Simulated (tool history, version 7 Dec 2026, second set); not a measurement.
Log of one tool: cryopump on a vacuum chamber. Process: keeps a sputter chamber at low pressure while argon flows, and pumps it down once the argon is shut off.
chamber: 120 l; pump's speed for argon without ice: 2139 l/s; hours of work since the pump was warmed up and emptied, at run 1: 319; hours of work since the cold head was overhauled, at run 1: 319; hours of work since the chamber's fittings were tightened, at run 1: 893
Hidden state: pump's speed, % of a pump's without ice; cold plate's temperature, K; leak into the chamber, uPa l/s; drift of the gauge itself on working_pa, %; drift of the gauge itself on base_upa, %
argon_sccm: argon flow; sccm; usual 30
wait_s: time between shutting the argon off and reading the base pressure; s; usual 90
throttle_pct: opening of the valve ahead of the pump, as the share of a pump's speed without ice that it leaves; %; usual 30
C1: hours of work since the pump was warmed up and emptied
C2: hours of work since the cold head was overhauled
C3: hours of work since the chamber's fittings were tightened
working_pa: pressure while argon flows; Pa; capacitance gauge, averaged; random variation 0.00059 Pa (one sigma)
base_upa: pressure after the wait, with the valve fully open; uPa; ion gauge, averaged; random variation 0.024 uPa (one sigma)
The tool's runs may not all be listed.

run 1 hour=0.0 | argon_sccm=30 wait_s=90 throttle_pct=30 | C1=319 C2=319 C3=893 | working_pa=0.0829 base_upa=0.97
run 2 hour=35.9 | argon_sccm=30 wait_s=90 throttle_pct=38 | C1=345 C2=345 C3=919 | working_pa=0.0663 base_upa=0.96
run 3 hour=82.1 | argon_sccm=30 wait_s=70 throttle_pct=38 | C1=378 C2=378 C3=953 | working_pa=0.0668 base_upa=1.22
run 4 hour=130.9 | argon_sccm=30 wait_s=70 throttle_pct=38 | C1=413 C2=413 C3=988 | working_pa=0.0672 base_upa=1.21
run 5 hour=182.4 | argon_sccm=30 wait_s=70 throttle_pct=38 | C1=450 C2=450 C3=1025 | working_pa=0.0671 base_upa=1.16
run 6 hour=206.7 | argon_sccm=30 wait_s=70 throttle_pct=38 | C1=468 C2=468 C3=1043 | working_pa=0.0679 base_upa=1.20
run 7 hour=256.2 | argon_sccm=30 wait_s=70 throttle_pct=38 | C1=504 C2=504 C3=1078 | working_pa=0.0686 base_upa=1.20
run 8 hour=286.7 | argon_sccm=30 wait_s=90 throttle_pct=30 | C1=526 C2=526 C3=1100 | working_pa=0.0861 base_upa=0.99
run 9 hour=333.6 | argon_sccm=30 wait_s=90 throttle_pct=30 | C1=559 C2=559 C3=1134 | working_pa=0.0873 base_upa=1.00
run 10 hour=385.5 | argon_sccm=30 wait_s=90 throttle_pct=30 | C1=597 C2=597 C3=1172 | working_pa=0.0865 base_upa=0.97
run 11 hour=416.0 | argon_sccm=13 wait_s=90 throttle_pct=30 | C1=619 C2=619 C3=1194 | working_pa=0.0379 base_upa=1.02
run 12 hour=446.8 | argon_sccm=30 wait_s=90 throttle_pct=30 | C1=641 C2=641 C3=1216 | working_pa=0.0878 base_upa=1.05
run 13 hour=493.9 | argon_sccm=25 wait_s=90 throttle_pct=30 | C1=675 C2=675 C3=1250 | working_pa=0.0724 base_upa=1.02
-- hour=509.6 pump warmed up, emptied and cooled again
run 14 hour=536.2 | argon_sccm=30 wait_s=90 throttle_pct=30 | C1=19 C2=702 C3=1277 | working_pa=0.0785 base_upa=0.96
run 15 hour=588.0 | argon_sccm=30 wait_s=90 throttle_pct=30 | C1=57 C2=740 C3=1314 | working_pa=0.0794 base_upa=0.92
run 16 hour=633.8 | argon_sccm=30 wait_s=90 throttle_pct=30 | C1=90 C2=773 C3=1347 | working_pa=0.0797 base_upa=1.02
run 17 hour=658.5 | argon_sccm=30 wait_s=90 throttle_pct=30 | C1=108 C2=790 C3=1365 | working_pa=0.0799 base_upa=0.97
run 18 hour=704.9 | argon_sccm=30 wait_s=229 throttle_pct=30 | C1=141 C2=824 C3=1399 | working_pa=0.0808 base_upa=0.54
run 19 hour=756.5 | argon_sccm=15 wait_s=61 throttle_pct=47 | C1=178 C2=861 C3=1436 | working_pa=0.0267 base_upa=1.36
run 20 hour=793.8 | argon_sccm=15 wait_s=61 throttle_pct=47 | C1=205 C2=888 C3=1463 | working_pa=0.0271 base_upa=1.38
run 21 hour=828.8 | argon_sccm=38 wait_s=43 throttle_pct=23 | C1=230 C2=913 C3=1488 | working_pa=0.1336 base_upa=1.80
run 22 hour=879.2 | argon_sccm=54 wait_s=90 throttle_pct=32 | C1=267 C2=950 C3=1524 | working_pa=0.1378 base_upa=1.01
run 23 hour=928.4 | argon_sccm=16 wait_s=100 throttle_pct=33 | C1=302 C2=985 C3=1560 | working_pa=0.0397 base_upa=0.92
run 24 hour=953.5 | argon_sccm=16 wait_s=100 throttle_pct=33 | C1=321 C2=1003 C3=1578 | working_pa=0.0397 base_upa=0.95
run 25 hour=986.0 | argon_sccm=19 wait_s=29 throttle_pct=32 | C1=344 C2=1027 C3=1602 | working_pa=0.0496 base_upa=2.57
run 26 hour=1037.7 | argon_sccm=19 wait_s=29 throttle_pct=32 | C1=381 C2=1064 C3=1639 | working_pa=0.0498 base_upa=2.59
run 27 hour=1084.4 | argon_sccm=19 wait_s=29 throttle_pct=32 | C1=415 C2=1098 C3=1673 | working_pa=0.0494 base_upa=2.55
run 28 hour=1121.9 | argon_sccm=21 wait_s=67 throttle_pct=32 | C1=442 C2=1125 C3=1700 | working_pa=0.0557 base_upa=1.32

Run 29 comes next. What will it give?
run 29 hour=1156.5 | argon_sccm=13 wait_s=247 throttle_pct=38 | C1=467 C2=1150 C3=1725 | working_pa=? base_upa=?

working_pa: 0.0298 Pa
base_upa: 0.57 uPa
Without the tool's hidden state the same run would have given working_pa 0.0273 Pa, base_upa 0.41 uPa.
